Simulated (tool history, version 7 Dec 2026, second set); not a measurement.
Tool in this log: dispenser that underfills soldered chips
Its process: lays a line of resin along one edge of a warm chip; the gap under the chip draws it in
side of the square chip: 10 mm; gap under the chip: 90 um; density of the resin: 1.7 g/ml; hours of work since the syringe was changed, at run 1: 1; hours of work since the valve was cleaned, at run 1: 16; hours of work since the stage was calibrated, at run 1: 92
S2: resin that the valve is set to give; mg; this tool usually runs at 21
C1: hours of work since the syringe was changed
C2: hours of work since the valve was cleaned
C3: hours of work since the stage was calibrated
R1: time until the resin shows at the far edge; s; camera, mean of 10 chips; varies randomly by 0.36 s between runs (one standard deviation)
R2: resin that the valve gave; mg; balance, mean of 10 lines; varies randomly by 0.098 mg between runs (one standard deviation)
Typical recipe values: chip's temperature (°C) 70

{"run": 1, "hour": 0.0, "chip's temperature (°C)": 70, "S2": 21, "C1": 1, "C2": 16, "C3": 92, "R1": 21.1, "R2": 20.7}
{"run": 2, "hour": 2.8, "chip's temperature (°C)": 70, "S2": 21, "C1": 4, "C2": 18, "C3": 94, "R1": 23.4, "R2": 20.89}
{"run": 3, "hour": 7.3, "chip's temperature (°C)": 70, "S2": 21, "C1": 7, "C2": 21, "C3": 97, "R1": 26, "R2": 20.68}
{"run": 4, "hour": 11.1, "chip's temperature (°C)": 70, "S2": 18.3, "C1": 10, "C2": 24, "C3": 100, "R1": 31.3, "R2": 18.12}
{"hour": 13.4, "done": "new syringe of resin"}
{"run": 5, "hour": 15.4, "chip's temperature (°C)": 70, "S2": 21, "C1": 1, "C2": 27, "C3": 103, "R1": 20.3, "R2": 20.59}
{"run": 6, "hour": 19.5, "chip's temperature (°C)": 70, "S2": 21, "C1": 5, "C2": 30, "C3": 107, "R1": 23.5, "R2": 20.52}
{"run": 7, "hour": 23.2, "chip's temperature (°C)": 70, "S2": 21, "C1": 7, "C2": 33, "C3": 109, "R1": 26.8, "R2": 20.56}
{"run": 8, "hour": 27.8, "chip's temperature (°C)": 70, "S2": 21, "C1": 11, "C2": 37, "C3": 113, "R1": 31.4, "R2": 20.59}
{"hour": 28.5, "done": "new syringe of resin"}
{"run": 9, "hour": 30.6, "chip's temperature (°C)": 70, "S2": 21, "C1": 2, "C2": 39, "C3": 115, "R1": 21.6, "R2": 20.64}
{"run": 10, "hour": 32.7, "chip's temperature (°C)": 70, "S2": 21, "C1": 3, "C2": 40, "C3": 117, "R1": 22.2, "R2": 20.42}
{"run": 11, "hour": 34.7, "chip's temperature (°C)": 70, "S2": 21, "C1": 5, "C2": 42, "C3": 118, "R1": 24, "R2": 20.57}
{"run": 12, "hour": 38.2, "chip's temperature (°C)": 70, "S2": 21, "C1": 7, "C2": 45, "C3": 121, "R1": 27.3, "R2": 20.49}
{"run": 13, "hour": 43.0, "chip's temperature (°C)": 70, "S2": 21, "C1": 11, "C2": 48, "C3": 124, "R1": 31.1, "R2": 20.67}
{"hour": 43.6, "done": "new syringe of resin"}
{"run": 14, "hour": 47.1, "chip's temperature (°C)": 70, "S2": 21, "C1": 3, "C2": 51, "C3": 127, "R1": 22.1, "R2": 20.48}
{"run": 15, "hour": 50.9, "chip's temperature (°C)": 70, "S2": 21, "C1": 6, "C2": 54, "C3": 130, "R1": 24.5, "R2": 20.33}
{"run": 16, "hour": 55.1, "chip's temperature (°C)": 74, "S2": 19, "C1": 9, "C2": 57, "C3": 134, "R1": 24.9, "R2": 18.29}
{"hour": 58.7, "done": "new syringe of resin"}
{"run": 17, "hour": 60.1, "chip's temperature (°C)": 57, "S2": 21.2, "C1": 1, "C2": 61, "C3": 137, "R1": 41.6, "R2": 20.57}
{"run": 18, "hour": 62.3, "chip's temperature (°C)": 70, "S2": 24.5, "C1": 3, "C2": 63, "C3": 139, "R1": 21.7, "R2": 23.69}
{"run": 19, "hour": 65.8, "chip's temperature (°C)": 55, "S2": 24.5, "C1": 5, "C2": 65, "C3": 141, "R1": 55.4, "R2": 23.63}
{"run": 20, "hour": 69.3, "chip's temperature (°C)": 55, "S2": 24.5, "C1": 8, "C2": 68, "C3": 144, "R1": 61.7, "R2": 23.84}
{"hour": 73.7, "done": "new syringe of resin"}
{"run": 21, "hour": 73.7, "chip's temperature (°C)": 55, "S2": 24.5, "C1": 0, "C2": 71, "C3": 147, "R1": 43.4, "R2": 23.76}
{"run": 22, "hour": 76.6, "chip's temperature (°C)": 55, "S2": 24.5, "C1": 2, "C2": 73, "C3": 150, "R1": 47.8, "R2": 23.48}
{"run": 23, "hour": 80.7, "chip's temperature (°C)": 79, "S2": 22, "C1": 5, "C2": 76, "C3": 153, "R1": 16.1, "R2": 21.21}

Below are 4 alternative next runs, each starting from the tool's condition after run 23. Predict each:
{"run": "A", "hour": 83.6, "chip's temperature (°C)": 78, "S2": 17.9, "C1": 8, "C2": 79, "C3": 155, "R1": "?", "R2": "?"}
{"run": "B", "hour": 83.6, "chip's temperature (°C)": 77, "S2": 22, "C1": 8, "C2": 79, "C3": 155, "R1": "?", "R2": "?"}
{"run": "C", "hour": 83.6, "chip's temperature (°C)": 70, "S2": 22.4, "C1": 8, "C2": 79, "C3": 155, "R1": "?", "R2": "?"}
{"run": "D", "hour": 83.6, "chip's temperature (°C)": 66, "S2": 19.4, "C1": 8, "C2": 79, "C3": 155, "R1": "?", "R2": "?"}

run=A R1=19.1 R2=17.26
run=B R1=19.8 R2=21.16
run=C R1=27.2 R2=21.55
run=D R1=34.7 R2=18.69
With no hidden state in the tool, these same runs would have given:
run=A R1=13 R2=17.99
run=B R1=13.9 R2=22.05
run=C R1=19 R2=22.46
run=D R1=23.9 R2=19.47
